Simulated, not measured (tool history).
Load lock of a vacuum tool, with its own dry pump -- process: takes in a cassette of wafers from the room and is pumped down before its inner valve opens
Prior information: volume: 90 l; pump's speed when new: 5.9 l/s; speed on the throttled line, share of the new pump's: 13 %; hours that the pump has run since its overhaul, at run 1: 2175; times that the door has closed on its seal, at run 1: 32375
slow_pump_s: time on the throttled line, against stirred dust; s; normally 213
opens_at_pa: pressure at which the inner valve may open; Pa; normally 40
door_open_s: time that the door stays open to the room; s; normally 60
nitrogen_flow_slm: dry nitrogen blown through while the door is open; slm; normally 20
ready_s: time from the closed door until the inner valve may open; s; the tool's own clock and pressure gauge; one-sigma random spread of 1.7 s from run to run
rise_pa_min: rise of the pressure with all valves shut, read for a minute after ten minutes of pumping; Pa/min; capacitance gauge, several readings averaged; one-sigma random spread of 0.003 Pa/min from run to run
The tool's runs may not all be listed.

| run | hour | slow_pump_s | opens_at_pa | door_open_s | nitrogen_flow_slm | hours that the pump has run since its overhaul | times that the door has closed on its seal | incoming humidity of the room's air, % | ready_s | rise_pa_min |
|---|---|---|---|---|---|---|---|---|---|---|
| 1 | 0.0 | 213 | 40 | 60 | 20 | 2175 | 32375 | 44.8 | 309.9 | 0.182 |
| 2 | 150.6 | 213 | 40 | 60 | 20 | 2326 | 33043 | 46.5 | 309.5 | 0.185 |
| 3 | 382.0 | 213 | 40 | 60 | 20 | 2557 | 34070 | 43.2 | 307.3 | 0.200 |
| 4 | 560.7 | 213 | 40 | 60 | 20 | 2736 | 34864 | 43.5 | 306.9 | 0.207 |
| 5 | 749.9 | 213 | 40 | 60 | 20 | 2925 | 35704 | 45.7 | 308.5 | 0.204 |
| 6 | 899.6 | 213 | 40 | 60 | 20 | 3075 | 36368 | 50.1 | 307.3 | 0.218 |
| 7 | 1063.3 | 210 | 40 | 60 | 20 | 3238 | 37095 | 43.6 | 305.3 | 0.224 |
| 8 | 1232.4 | 213 | 42 | 60 | 20 | 3407 | 37846 | 44.0 | 305.5 | 0.222 |
| 9 | 1477.5 | 213 | 42 | 60 | 20 | 3652 | 38934 | 45.9 | 305.1 | 0.239 |
| 10 | 1772.9 | 213 | 40 | 60 | 22 | 3948 | 40245 | 43.0 | 309.7 | 0.245 |
| 11 | 2058.5 | 285 | 40 | 60 | 20 | 4233 | 41513 | 45.7 | 374.3 | 0.252 |
| 12 | 2380.6 | 285 | 40 | 60 | 20 | 4556 | 42943 | 44.3 | 373.2 | 0.268 |
| 13 | 2570.1 | 213 | 40 | 176 | 20 | 4745 | 43785 | 45.5 | 306.9 | 0.292 |
| 14 | 2928.6 | 213 | 40 | 60 | 20 | 5104 | 45376 | 44.9 | 311.1 | 0.305 |
| 15 | 3188.0 | 213 | 40 | 60 | 20 | 5363 | 46528 | 45.9 | 308.6 | 0.312 |
| 16 | 3368.3 | 213 | 40 | 60 | 20 | 5543 | 47328 | 38.8 | 311.6 | 0.313 |
| 17 | 3561.4 | 213 | 40 | 60 | 20 | 5736 | 48185 | 43.2 | 310.6 | 0.331 |
| 18 | 3764.9 | 132 | 40 | 79 | 8 | 5940 | 49088 | 48.5 | 241.3 | 0.342 |
| 19 | 3996.4 | 314 | 30 | 79 | 5 | 6171 | 50116 | 45.4 | 404.3 | 0.363 |
| 20 | 4239.5 | 117 | 31 | 68 | 24 | 6414 | 51195 | 44.1 | 236.0 | 0.365 |
| 21 | 4472.4 | 117 | 36 | 217 | 24 | 6647 | 52229 | 45.1 | 229.2 | 0.371 |
| 22 | 4714.0 | 148 | 33 | 72 | 20 | 6889 | 53302 | 42.9 | 257.9 | 0.387 |
| 23 | 4968.9 | 148 | 33 | 72 | 20 | 7144 | 54434 | 43.8 | 260.1 | 0.406 |
| 24 | 5326.9 | 212 | 37 | 68 | 20 | 7502 | 56023 | 45.1 | 310.6 | 0.414 |
| 25 | 5673.2 | 213 | 41 | 60 | 20 | 7848 | 57560 | 48.3 | 311.6 | 0.448 |
| 26 | 5945.3 | 296 | 40 | 60 | 20 | 8120 | 58768 | 45.9 | 382.5 | 0.451 |
| 27 | 6257.5 | 138 | 49 | 102 | 6 | 8432 | 60154 | 45.4 | 246.6 | 0.480 |
|  | 6329.8 | door's seal changed, seat wiped |
| 28 | 6481.0 | 138 | 49 | 102 | 6 | 8654 | 672 | 47.7 | 246.6 | 0.037 |
| 29 | 6734.8 | 213 | 45 | 97 | 20 | 8908 | 1798 | 47.0 | 308.8 | 0.023 |

Consider 5 possible next runs. They are alternatives, not a sequence: every one starts from the tool as it was left by run 29. What does each give?
| A | 6969.7 | 213 | 40 | 60 | 13 | 9143 | 2841 | 44.7 | ? | ? |
| B | 6969.7 | 213 | 39 | 60 | 4 | 9143 | 2841 | 44.9 | ? | ? |
| C | 6969.7 | 213 | 45 | 189 | 27 | 9143 | 2841 | 44.8 | ? | ? |
| D | 6969.7 | 213 | 74 | 90 | 20 | 9143 | 2841 | 46.5 | ? | ? |
| E | 6969.7 | 213 | 40 | 43 | 20 | 9143 | 2841 | 52.1 | ? | ? |

| run | ready_s | rise_pa_min |
|---|---|---|
| A | 312.7 | 0.020 |
| B | 312.1 | 0.035 |
| C | 310.8 | 0.028 |
| D | 303.9 | 0.028 |
| E | 311.0 | 0.019 |
Without the tool's unlogged condition, the same runs would have read:
| run | ready_s | rise_pa_min |
|---|---|---|
| A | 305.0 | 0.013 |
| B | 304.7 | 0.028 |
| C | 303.2 | 0.021 |
| D | 297.2 | 0.021 |
| E | 303.4 | 0.012 |
